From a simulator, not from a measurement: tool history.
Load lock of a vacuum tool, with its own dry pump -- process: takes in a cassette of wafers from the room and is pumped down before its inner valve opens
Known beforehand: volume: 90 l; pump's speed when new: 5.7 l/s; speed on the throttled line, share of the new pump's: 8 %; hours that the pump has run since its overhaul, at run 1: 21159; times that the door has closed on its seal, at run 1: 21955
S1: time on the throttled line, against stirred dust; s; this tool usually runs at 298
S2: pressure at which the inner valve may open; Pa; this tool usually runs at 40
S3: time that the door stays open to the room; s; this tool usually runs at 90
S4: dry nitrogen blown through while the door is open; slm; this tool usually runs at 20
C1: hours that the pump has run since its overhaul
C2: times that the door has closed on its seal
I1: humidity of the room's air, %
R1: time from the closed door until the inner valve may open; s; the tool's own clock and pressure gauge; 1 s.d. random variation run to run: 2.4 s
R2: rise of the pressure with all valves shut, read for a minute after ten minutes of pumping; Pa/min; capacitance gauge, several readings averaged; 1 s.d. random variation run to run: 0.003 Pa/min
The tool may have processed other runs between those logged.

run,day,S1,S2,S3,S4,C1,C2,I1,R1,R2
1,0.000,298,40,90,20,21159,21955,42.9,425.1,0.091
2,11.712,298,40,90,39,21440,23155,46.8,420.7,0.092
3,29.717,298,40,90,39,21872,24999,44.0,420.7,0.098
4,41.338,298,40,90,39,22151,26190,44.4,426.8,0.112
5,56.242,184,40,90,20,22508,27716,43.6,323.9,0.120
6,76.133,184,40,90,20,22986,29754,43.2,324.7,0.131
# day 78.838: dry pump taken out, an overhauled one fitted
7,93.746,184,40,90,20,358,31533,43.6,293.0,0.147
8,116.212,298,54,90,20,897,33834,45.1,393.3,0.161
9,127.771,298,54,90,20,1174,35018,45.5,394.3,0.165
10,143.571,298,41,90,20,1554,36637,46.5,404.7,0.178
11,164.833,298,41,90,20,2064,38815,45.3,398.5,0.190
12,181.829,298,41,90,20,2472,40556,47.6,397.1,0.216
# day 199.433: door's seal changed, seat wiped
13,201.879,298,41,92,20,2952,250,46.3,397.6,0.021
14,214.746,298,41,92,20,3260,1568,44.2,398.1,0.016
15,234.029,298,40,90,20,3723,3543,44.2,401.4,0.027
16,251.733,298,40,90,20,4148,5357,44.9,402.9,0.022
17,266.967,298,40,90,20,4514,6918,46.3,398.2,0.028
18,284.479,298,40,90,20,4934,8712,46.2,401.8,0.034
19,306.512,298,56,90,34,5463,10969,47.0,396.9,0.039

What does the tool deliver on the next run?
20,322.550,298,40,89,34,5848,12612,43.4,?,?

{"run 20": {"R1": 405.4, "R2": 0.045}}
Minus the tool's unlogged condition, the same run would have read R1 400.2 s, R2 0.014 Pa/min.
